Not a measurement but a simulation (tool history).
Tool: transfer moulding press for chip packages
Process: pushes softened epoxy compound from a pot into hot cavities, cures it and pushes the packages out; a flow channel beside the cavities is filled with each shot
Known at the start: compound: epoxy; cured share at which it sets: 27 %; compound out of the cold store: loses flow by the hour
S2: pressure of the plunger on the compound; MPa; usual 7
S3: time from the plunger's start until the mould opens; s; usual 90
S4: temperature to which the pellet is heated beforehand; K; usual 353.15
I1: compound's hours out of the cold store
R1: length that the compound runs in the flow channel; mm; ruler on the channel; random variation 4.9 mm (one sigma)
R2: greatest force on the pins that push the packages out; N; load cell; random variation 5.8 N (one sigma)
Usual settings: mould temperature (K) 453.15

run 1 hour=0 | mould_temperature_(K)=453.15 S2=7 S3=90 S4=353.15 | I1=31.5 | R1=554 R2=257
run 2 hour=12.6 | mould_temperature_(K)=453.15 S2=7 S3=90 S4=353.15 | I1=41.8 | R1=523 R2=290
run 3 hour=27.6 | mould_temperature_(K)=453.15 S2=7 S3=90 S4=353.15 | I1=46.4 | R1=514 R2=325
run 4 hour=38.8 | mould_temperature_(K)=453.15 S2=7 S3=90 S4=353.15 | I1=27.5 | R1=554 R2=364
-- hour=48.7 cavities cleaned with cleaning compound and waxed
run 5 hour=53.8 | mould_temperature_(K)=453.15 S2=7 S3=90 S4=353.15 | I1=43 | R1=522 R2=246
run 6 hour=62.2 | mould_temperature_(K)=453.15 S2=7 S3=90 S4=353.15 | I1=38 | R1=531 R2=270
run 7 hour=72.5 | mould_temperature_(K)=453.15 S2=5.23 S3=90 S4=353.15 | I1=21.6 | R1=488 R2=304
run 8 hour=85.4 | mould_temperature_(K)=446.15 S2=5.23 S3=90 S4=353.15 | I1=38.9 | R1=460 R2=501
run 9 hour=93.2 | mould_temperature_(K)=446.15 S2=5.23 S3=90 S4=353.15 | I1=15.9 | R1=511 R2=554
run 10 hour=105.9 | mould_temperature_(K)=446.15 S2=5.23 S3=90 S4=353.15 | I1=47.2 | R1=444 R2=499
-- hour=108.2 cavities cleaned with cleaning compound and waxed
run 11 hour=122.1 | mould_temperature_(K)=447.15 S2=7 S3=90 S4=353.15 | I1=37.7 | R1=534 R2=387
run 12 hour=130.3 | mould_temperature_(K)=447.15 S2=7 S3=90 S4=352.15 | I1=16.9 | R1=580 R2=436
run 13 hour=138.7 | mould_temperature_(K)=447.15 S2=7 S3=90 S4=352.15 | I1=23.3 | R1=569 R2=458
run 14 hour=154.5 | mould_temperature_(K)=450.15 S2=7 S3=90 S4=345.15 | I1=43.8 | R1=502 R2=398
-- hour=167.8 cavities cleaned with cleaning compound and waxed
run 15 hour=168.8 | mould_temperature_(K)=450.15 S2=7 S3=90 S4=345.15 | I1=41.5 | R1=511 R2=256
run 16 hour=177.6 | mould_temperature_(K)=453.15 S2=8.28 S3=105 S4=343.15 | I1=34.1 | R1=564 R2=237
run 17 hour=187.6 | mould_temperature_(K)=453.15 S2=5.98 S3=90 S4=362.15 | I1=25.6 | R1=491 R2=291
run 18 hour=201.9 | mould_temperature_(K)=453.15 S2=7 S3=126 S4=353.15 | I1=24.9 | R1=538 R2=273
run 19 hour=212.6 | mould_temperature_(K)=454.15 S2=7 S3=73 S4=353.15 | I1=45.1 | R1=485 R2=454
-- hour=223.9 plunger's sealing rings changed
run 20 hour=223.9 | mould_temperature_(K)=447.15 S2=8.49 S3=96 S4=344.15 | I1=37.4 | R1=631 R2=431
-- hour=230.4 cavities cleaned with cleaning compound and waxed
run 21 hour=234.2 | mould_temperature_(K)=447.15 S2=8.49 S3=108 S4=355.15 | I1=36.2 | R1=627 R2=226
run 22 hour=250 | mould_temperature_(K)=447.15 S2=5.67 S3=108 S4=355.15 | I1=36.8 | R1=515 R2=294
run 23 hour=259 | mould_temperature_(K)=447.15 S2=5.65 S3=108 S4=355.15 | I1=18.6 | R1=562 R2=315

The same runs without the tool's hidden state, with the same run-to-run variation:
The hidden state here: true mould temperature over the reading, C; pressure that reaches the compound, % of what is set; grip of the stained cavities, % over clean ones'; drift of the gauge itself on flow_mm, %; drift of the gauge itself on push_out_n, %.
run=1 R1=583 R2=201
run=2 R1=552 R2=197
run=3 R1=545 R2=204
run=4 R1=591 R2=221
run=5 R1=558 R2=219
run=6 R1=569 R2=210
run=7 R1=525 R2=211
run=8 R1=497 R2=321
run=9 R1=554 R2=346
run=10 R1=483 R2=296
run=11 R1=585 R2=303
run=12 R1=637 R2=312
run=13 R1=627 R2=308
run=14 R1=556 R2=246
run=15 R1=568 R2=250
run=16 R1=629 R2=195
run=17 R1=551 R2=209
run=18 R1=606 R2=177
run=19 R1=548 R2=283
run=20 R1=632 R2=262
run=21 R1=630 R2=207
run=22 R1=519 R2=213
run=23 R1=569 R2=214
